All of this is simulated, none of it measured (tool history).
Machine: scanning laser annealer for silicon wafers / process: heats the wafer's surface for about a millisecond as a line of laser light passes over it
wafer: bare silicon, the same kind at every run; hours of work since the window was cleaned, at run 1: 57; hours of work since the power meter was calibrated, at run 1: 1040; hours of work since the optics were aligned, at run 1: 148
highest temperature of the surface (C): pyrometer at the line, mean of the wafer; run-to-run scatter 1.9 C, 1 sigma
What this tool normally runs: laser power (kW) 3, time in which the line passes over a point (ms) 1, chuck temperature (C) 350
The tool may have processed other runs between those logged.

| run | day | laser power (kW) | time in which the line passes over a point (ms) | chuck temperature (C) | hours of work since the window was cleaned | hours of work since the power meter was calibrated | hours of work since the optics were aligned | highest temperature of the surface (C) |
|---|---|---|---|---|---|---|---|---|
| 1 | 0 | 3 | 1 | 350 | 57 | 1040 | 148 | 1107 |
| 2 | 2.279 | 3 | 1 | 350 | 84 | 1067 | 175 | 1106 |
| 3 | 3.375 | 3 | 1 | 350 | 97 | 1080 | 189 | 1105 |
| 4 | 5.05 | 3 | 1 | 350 | 118 | 1101 | 209 | 1104 |
| 5 | 6.808 | 3 | 1 | 350 | 139 | 1122 | 230 | 1100 |
| 6 | 8.804 | 3 | 1 | 350 | 163 | 1146 | 254 | 1097 |
| 7 | 10.304 | 3 | 1 | 350 | 181 | 1164 | 272 | 1095 |
| 8 | 12.596 | 3 | 1 | 350 | 208 | 1191 | 299 | 1096 |
| 9 | 14.7 | 3 | 1 | 356 | 233 | 1216 | 325 | 1098 |
| 10 | 16.425 | 3 | 1 | 356 | 254 | 1237 | 345 | 1098 |
| 11 | 17.975 | 3 | 1 | 356 | 273 | 1256 | 364 | 1095 |
| 12 | 19.108 | 3 | 1 | 354 | 286 | 1269 | 378 | 1096 |
| 13 | 20.825 | 2.991 | 0.87 | 354 | 307 | 1290 | 398 | 1049 |
| 14 | 22.992 | 2.991 | 0.87 | 354 | 333 | 1316 | 424 | 1044 |
| 15 | 24.167 | 2.564 | 0.87 | 358 | 347 | 1330 | 438 | 924 |
| 16 | 25.754 | 3.19 | 1.1 | 327 | 366 | 1349 | 457 | 1156 |
| 17 | 27.846 | 3.19 | 1.1 | 357 | 391 | 1374 | 482 | 1183 |
|  | 29.392 | window over the wafer cleaned |
| 18 | 29.888 | 2.918 | 1.17 | 372 | 6 | 1398 | 506 | 1148 |
| 19 | 31.112 | 2.918 | 1.17 | 372 | 21 | 1412 | 521 | 1147 |
| 20 | 32.396 | 2.918 | 1.17 | 372 | 36 | 1428 | 536 | 1145 |
| 21 | 34.1 | 2.918 | 1.17 | 372 | 57 | 1448 | 557 | 1145 |
| 22 | 35.304 | 3.075 | 1.21 | 350 | 71 | 1463 | 571 | 1187 |
| 23 | 37.425 | 2.914 | 1.04 | 331 | 96 | 1488 | 596 | 1061 |
| 24 | 39.396 | 2.794 | 1.21 | 337 | 120 | 1512 | 620 | 1071 |

Across each entry between runs, compare the hidden state at the last listed run before it with the hidden state at the first listed run after it:
From run 17 to run 18: window over the wafer cleaned (day 29.392)
  light that passes the window, % of a clean one's: 97.38 -> 99.65; laser's true power over the reading, %: 0.96 -> 0.98; width of the line over the set one, %: 1.36 -> 1.43
  measured result minus the result with no hidden state, highest temperature of the surface (C): -29 -> -3

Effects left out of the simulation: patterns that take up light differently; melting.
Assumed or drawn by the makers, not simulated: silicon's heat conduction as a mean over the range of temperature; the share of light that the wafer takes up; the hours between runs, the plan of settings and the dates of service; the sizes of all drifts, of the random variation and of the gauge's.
